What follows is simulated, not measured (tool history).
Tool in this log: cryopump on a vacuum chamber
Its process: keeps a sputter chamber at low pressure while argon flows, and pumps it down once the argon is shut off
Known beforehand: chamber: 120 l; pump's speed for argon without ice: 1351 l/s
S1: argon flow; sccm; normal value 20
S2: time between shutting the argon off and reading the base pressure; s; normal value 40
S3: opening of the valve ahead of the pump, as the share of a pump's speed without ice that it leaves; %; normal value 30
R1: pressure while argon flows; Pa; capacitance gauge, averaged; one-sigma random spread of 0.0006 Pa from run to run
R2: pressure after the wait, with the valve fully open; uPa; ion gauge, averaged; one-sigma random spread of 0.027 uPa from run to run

run	hour	S1	S2	S3	R1	R2
1	0	20	40	30	0.0873	1.53
2	51.6	20	40	42	0.063	1.55
3	78.7	20	40	42	0.0638	1.53
4	106.5	36	40	30	0.1583	1.56
5	151.2	11	40	30	0.0484	1.6
6	214.1	20	67	30	0.0884	1.24
7	273.4	20	67	30	0.0889	1.28
8	303.4	20	40	30	0.0894	1.7
9	362.9	20	197	30	0.0891	0.94
10	408.6	20	40	30	0.0891	1.73
11	451.3	20	40	30	0.0889	1.81
12	491.7	20	40	30	0.0899	1.79
13	528.9	20	26	30	0.0895	2.34
14	557.5	30	23	30	0.1335	2.62
15	604.6	30	160	21	0.1897	1.15
16	635.5	28	40	30	0.1273	1.89
17	674.7	13	28	44	0.0407	2.3
18	733.4	28	45	39	0.0901	1.6
19	788.8	28	45	39	0.091	1.66
20	850.2	20	40	16	0.1575	1.79
21	904.7	20	40	16	0.157	1.94
22	958	11	137	25	0.0555	1.15
23	1020.3	20	250	17	0.1496	1.1
24	1054.1	20	250	17	0.1496	1.11
25	1082.8	20	250	17	0.1475	1.12

Removed from this log: 1 entry logged between the listed runs. Between which two listed runs does each belong, and how does the tool's hidden state at the listed run before it compare with that at the listed run after it?
After run 17, before run 18: pump warmed up, emptied and cooled again (hour 706.2)
  pump's speed, % of a pump's without ice: 77.8 -> 99.3; cold plate's temperature, K: 12.22 -> 12.23; leak into the chamber, uPa l/s: 988 -> 1014
  what was measured, less what the result would be without the hidden state, R1: +0.0047 -> +0.0004 Pa; R2: +0.73 -> +0.54 uPa

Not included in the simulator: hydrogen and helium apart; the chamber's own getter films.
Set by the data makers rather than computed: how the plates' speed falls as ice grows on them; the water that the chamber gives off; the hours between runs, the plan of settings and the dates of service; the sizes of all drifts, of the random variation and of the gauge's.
